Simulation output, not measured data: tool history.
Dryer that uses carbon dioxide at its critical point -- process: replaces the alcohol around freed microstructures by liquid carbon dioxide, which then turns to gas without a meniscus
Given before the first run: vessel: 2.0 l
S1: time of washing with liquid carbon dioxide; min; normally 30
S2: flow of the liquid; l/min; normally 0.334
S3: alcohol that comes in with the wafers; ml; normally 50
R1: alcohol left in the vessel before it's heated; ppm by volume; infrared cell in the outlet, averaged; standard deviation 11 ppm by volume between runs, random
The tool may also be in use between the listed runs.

run,hour,S1,S2,S3,R1
1,0.0,30,0.334,50,753
2,38.8,30,0.507,50,167
3,67.7,30,0.507,78,220
4,122.7,30,0.507,78,223
5,175.1,30,0.276,50,1476
6,234.3,30,0.334,81,1312
7,286.0,30,0.339,50,808
8,337.8,30,0.339,50,835
9,376.1,30,0.339,50,821
10,407.1,30,0.339,50,837
11,440.3,30,0.339,50,844
12,484.4,30,0.339,50,892
13,546.8,30,0.339,50,891
14,594.6,30,0.339,50,930
15,648.4,30,0.339,50,919
16,706.3,30,0.339,50,999
17,739.0,37,0.334,50,537
18,804.3,37,0.334,50,563
19,847.7,37,0.334,50,571
20,894.4,37,0.334,27,369
21,944.2,47,0.402,22,127
22,993.6,31,0.402,71,758
23,1045.1,28,0.247,49,3066
# hour 1076.5: purifier's bed changed
24,1095.0,28,0.247,49,2968
25,1142.8,29,0.205,65,5605
# hour 1148.3: inlet filter changed
26,1199.6,29,0.396,50,405
27,1233.3,30,0.206,50,2948
28,1268.2,22,0.206,85,8985
29,1321.1,23,0.206,85,8386
30,1386.2,23,0.206,85,8674
31,1447.6,42,0.334,63,262
32,1481.4,37,0.280,80,1174
33,1546.7,37,0.280,80,1222
34,1585.6,38,0.281,45,640
35,1641.1,26,0.334,50,1369
36,1695.0,38,0.336,82,601
37,1753.8,19,0.397,50,2019
38,1811.8,19,0.397,50,2076

Here are 3 independent what-if runs from the current tool condition. What would each one return?
A,1880.3,26,0.397,50,?
B,1880.3,30,0.416,50,?
C,1880.3,42,0.397,50,?

run,R1
A,868
B,414
C,131
Without the tool's hidden state the same runs would have given:
run,R1
A,595
B,253
C,59
